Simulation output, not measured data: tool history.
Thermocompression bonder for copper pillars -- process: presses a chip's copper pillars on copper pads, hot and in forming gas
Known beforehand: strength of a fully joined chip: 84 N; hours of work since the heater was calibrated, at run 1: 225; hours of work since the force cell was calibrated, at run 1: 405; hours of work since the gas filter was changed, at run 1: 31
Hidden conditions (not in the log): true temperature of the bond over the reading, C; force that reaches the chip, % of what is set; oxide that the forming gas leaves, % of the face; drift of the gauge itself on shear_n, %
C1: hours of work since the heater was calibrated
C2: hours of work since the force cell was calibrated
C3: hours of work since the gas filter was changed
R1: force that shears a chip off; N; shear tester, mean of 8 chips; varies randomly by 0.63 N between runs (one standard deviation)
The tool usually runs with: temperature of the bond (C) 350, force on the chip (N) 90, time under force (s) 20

run 1 hour=0.0 | temperature_of_the_bond_(C)=350 force_on_the_chip_(N)=90 time_under_force_(s)=20 | C1=225 C2=405 C3=31 | R1=36.6
run 2 hour=14.1 | temperature_of_the_bond_(C)=350 force_on_the_chip_(N)=55 time_under_force_(s)=20 | C1=232 C2=413 C3=38 | R1=27.3
run 3 hour=24.4 | temperature_of_the_bond_(C)=350 force_on_the_chip_(N)=55 time_under_force_(s)=20 | C1=238 C2=418 C3=43 | R1=25.7
run 4 hour=34.6 | temperature_of_the_bond_(C)=347 force_on_the_chip_(N)=90 time_under_force_(s)=20 | C1=243 C2=423 C3=49 | R1=34.1
run 5 hour=56.1 | temperature_of_the_bond_(C)=347 force_on_the_chip_(N)=91 time_under_force_(s)=20 | C1=254 C2=435 C3=60 | R1=35.3
run 6 hour=70.0 | temperature_of_the_bond_(C)=350 force_on_the_chip_(N)=90 time_under_force_(s)=20 | C1=262 C2=442 C3=67 | R1=35.7
run 7 hour=79.9 | temperature_of_the_bond_(C)=350 force_on_the_chip_(N)=90 time_under_force_(s)=20 | C1=267 C2=447 C3=73 | R1=35.5
run 8 hour=96.4 | temperature_of_the_bond_(C)=350 force_on_the_chip_(N)=90 time_under_force_(s)=20 | C1=275 C2=456 C3=81 | R1=35.6
run 9 hour=108.6 | temperature_of_the_bond_(C)=377 force_on_the_chip_(N)=90 time_under_force_(s)=20 | C1=282 C2=462 C3=88 | R1=46.0
run 10 hour=128.1 | temperature_of_the_bond_(C)=379 force_on_the_chip_(N)=126 time_under_force_(s)=40 | C1=292 C2=472 C3=98 | R1=63.4
run 11 hour=146.4 | temperature_of_the_bond_(C)=379 force_on_the_chip_(N)=126 time_under_force_(s)=40 | C1=302 C2=482 C3=107 | R1=65.6
run 12 hour=165.1 | temperature_of_the_bond_(C)=371 force_on_the_chip_(N)=67 time_under_force_(s)=20 | C1=311 C2=492 C3=117 | R1=36.3
run 13 hour=181.1 | temperature_of_the_bond_(C)=356 force_on_the_chip_(N)=64 time_under_force_(s)=11 | C1=320 C2=500 C3=126 | R1=23.2
run 14 hour=192.3 | temperature_of_the_bond_(C)=356 force_on_the_chip_(N)=64 time_under_force_(s)=37 | C1=326 C2=506 C3=131 | R1=38.6
run 15 hour=213.9 | temperature_of_the_bond_(C)=356 force_on_the_chip_(N)=64 time_under_force_(s)=37 | C1=337 C2=517 C3=143 | R1=38.4
run 16 hour=233.0 | temperature_of_the_bond_(C)=368 force_on_the_chip_(N)=98 time_under_force_(s)=13 | C1=347 C2=527 C3=153 | R1=36.8
run 17 hour=246.8 | temperature_of_the_bond_(C)=368 force_on_the_chip_(N)=98 time_under_force_(s)=13 | C1=354 C2=535 C3=160 | R1=37.6

What if the next run were any one of these 5? Each begins from the tool's condition after run 17:
run A hour=265.9 | temperature_of_the_bond_(C)=350 force_on_the_chip_(N)=129 time_under_force_(s)=13 | C1=364 C2=545 C3=170 | R1=?
run B hour=265.9 | temperature_of_the_bond_(C)=368 force_on_the_chip_(N)=98 time_under_force_(s)=42 | C1=364 C2=545 C3=170 | R1=?
run C hour=265.9 | temperature_of_the_bond_(C)=350 force_on_the_chip_(N)=55 time_under_force_(s)=20 | C1=364 C2=545 C3=170 | R1=?
run D hour=265.9 | temperature_of_the_bond_(C)=356 force_on_the_chip_(N)=98 time_under_force_(s)=48 | C1=364 C2=545 C3=170 | R1=?
run E hour=265.9 | temperature_of_the_bond_(C)=368 force_on_the_chip_(N)=98 time_under_force_(s)=17 | C1=364 C2=545 C3=170 | R1=?

run=A R1=36.8
run=B R1=53.5
run=C R1=24.7
run=D R1=50.8
run=E R1=40.8
With no hidden state in the tool, these same runs would have given:
run=A R1=40.3
run=B R1=57.7
run=C R1=27.3
run=D R1=55.0
run=E R1=44.5
